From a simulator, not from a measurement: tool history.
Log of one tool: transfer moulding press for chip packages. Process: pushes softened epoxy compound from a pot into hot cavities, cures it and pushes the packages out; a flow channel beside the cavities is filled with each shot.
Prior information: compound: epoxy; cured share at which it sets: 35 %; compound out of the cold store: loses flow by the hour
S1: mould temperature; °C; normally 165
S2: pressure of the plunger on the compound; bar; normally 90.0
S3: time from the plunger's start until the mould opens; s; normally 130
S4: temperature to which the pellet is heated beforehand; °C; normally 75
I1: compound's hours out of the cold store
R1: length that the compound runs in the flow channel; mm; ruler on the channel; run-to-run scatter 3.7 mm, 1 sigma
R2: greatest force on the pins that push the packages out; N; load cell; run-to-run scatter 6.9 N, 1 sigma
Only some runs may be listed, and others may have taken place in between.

| run | hour | S1 | S2 | S3 | S4 | I1 | R1 | R2 |
|---|---|---|---|---|---|---|---|---|
| 1 | 0.0 | 165 | 90.0 | 130 | 75 | 20.7 | 557 | 277 |
| 2 | 13.7 | 165 | 90.0 | 130 | 75 | 37.6 | 522 | 323 |
| 3 | 33.4 | 165 | 79.6 | 130 | 75 | 37.8 | 486 | 407 |
| 4 | 48.4 | 165 | 79.6 | 130 | 75 | 23.0 | 521 | 447 |
| 5 | 61.5 | 165 | 79.6 | 130 | 75 | 33.1 | 504 | 467 |
| 6 | 69.6 | 165 | 79.6 | 130 | 75 | 16.9 | 537 | 480 |
| 7 | 85.4 | 165 | 90.0 | 130 | 75 | 41.4 | 501 | 494 |
|  | 93.5 | cavities cleaned with cleaning compound and waxed |
| 8 | 97.2 | 165 | 90.0 | 130 | 75 | 43.8 | 506 | 609 |
| 9 | 111.9 | 165 | 90.0 | 130 | 75 | 15.3 | 563 | 614 |
| 10 | 124.7 | 159 | 90.0 | 130 | 75 | 35.1 | 540 | 967 |
| 11 | 140.8 | 159 | 90.0 | 130 | 75 | 42.0 | 522 | 948 |
|  | 154.8 | cavities cleaned with cleaning compound and waxed, once more |
| 12 | 158.5 | 159 | 90.0 | 130 | 75 | 47.4 | 504 | 416 |
| 13 | 176.7 | 159 | 90.0 | 130 | 75 | 35.4 | 535 | 547 |
| 14 | 190.3 | 165 | 73.1 | 130 | 75 | 15.5 | 507 | 394 |
| 15 | 200.7 | 165 | 73.1 | 148 | 75 | 33.4 | 466 | 360 |
| 16 | 216.8 | 165 | 73.1 | 156 | 82 | 34.3 | 463 | 370 |
| 17 | 235.5 | 158 | 85.8 | 156 | 82 | 43.3 | 493 | 557 |
| 18 | 244.9 | 157 | 103.6 | 130 | 75 | 29.6 | 581 | 956 |
|  | 248.0 | cavities cleaned with cleaning compound and waxed |
| 19 | 265.8 | 164 | 90.0 | 114 | 83 | 10.8 | 567 | 493 |

Run 20 comes next. What will it give?
| 20 | 285.6 | 165 | 90.0 | 111 | 75 | 9.7 | ? | ? |

{"run 20": {"R1": 565, "R2": 600}}
With the hidden condition absent and the run-to-run variation left alone, this run would have shown R1 599 mm, R2 427 N.
